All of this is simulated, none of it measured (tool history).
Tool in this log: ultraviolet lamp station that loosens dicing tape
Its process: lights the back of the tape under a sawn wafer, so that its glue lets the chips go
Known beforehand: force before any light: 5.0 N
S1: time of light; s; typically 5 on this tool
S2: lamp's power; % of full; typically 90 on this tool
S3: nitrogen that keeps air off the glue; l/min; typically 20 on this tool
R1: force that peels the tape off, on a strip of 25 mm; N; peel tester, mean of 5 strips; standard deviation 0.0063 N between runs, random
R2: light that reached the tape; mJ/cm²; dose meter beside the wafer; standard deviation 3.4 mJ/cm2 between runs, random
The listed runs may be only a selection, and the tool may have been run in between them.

| run | day | S1 | S2 | S3 | R1 | R2 |
|---|---|---|---|---|---|---|
| 1 | 0.000 | 5 | 90 | 20 | 0.284 | 414 |
| 2 | 1.733 | 5 | 90 | 20 | 0.284 | 415 |
| 3 | 4.000 | 5 | 90 | 20 | 0.293 | 404 |
| 4 | 7.225 | 5 | 78 | 20 | 0.380 | 337 |
| 5 | 10.162 | 5 | 78 | 20 | 0.423 | 337 |
| 6 | 12.333 | 2 | 90 | 20 | 1.394 | 154 |
|  | 12.546 | window cleaned of glue's vapour |
| 7 | 15.475 | 3 | 90 | 20 | 0.847 | 225 |
| 8 | 16.867 | 5 | 90 | 20 | 0.349 | 372 |
| 9 | 19.183 | 5 | 71 | 6 | 1.036 | 295 |
| 10 | 20.683 | 3 | 64 | 14 | 1.626 | 151 |
| 11 | 22.750 | 5 | 90 | 38 | 0.297 | 356 |
|  | 24.796 | window cleaned of glue's vapour, once more |
| 12 | 26.067 | 5 | 90 | 38 | 0.219 | 419 |
| 13 | 27.921 | 5 | 80 | 20 | 0.328 | 368 |
| 14 | 29.733 | 8 | 88 | 7 | 0.234 | 650 |
| 15 | 31.929 | 2 | 83 | 7 | 2.087 | 149 |
| 16 | 35.200 | 6 | 71 | 10 | 0.478 | 374 |

Branching from run 16: 5 alternative next runs. What would each branch give?
| A | 38.454 | 6 | 62 | 10 | ? | ? |
| B | 38.454 | 6 | 71 | 39 | ? | ? |
| C | 38.454 | 5 | 68 | 20 | ? | ? |
| D | 38.454 | 6 | 90 | 20 | ? | ? |
| E | 38.454 | 10 | 94 | 23 | ? | ? |

| run | R1 | R2 |
|---|---|---|
| A | 0.606 | 323 |
| B | 0.266 | 370 |
| C | 0.514 | 299 |
| D | 0.216 | 469 |
| E | 0.147 | 828 |
Take away the tool's hidden state, keep each run's random variation, and the runs would have read:
| run | R1 | R2 |
|---|---|---|
| A | 0.332 | 446 |
| B | 0.179 | 510 |
| C | 0.284 | 412 |
| D | 0.153 | 648 |
| E | 0.144 | 1141 |
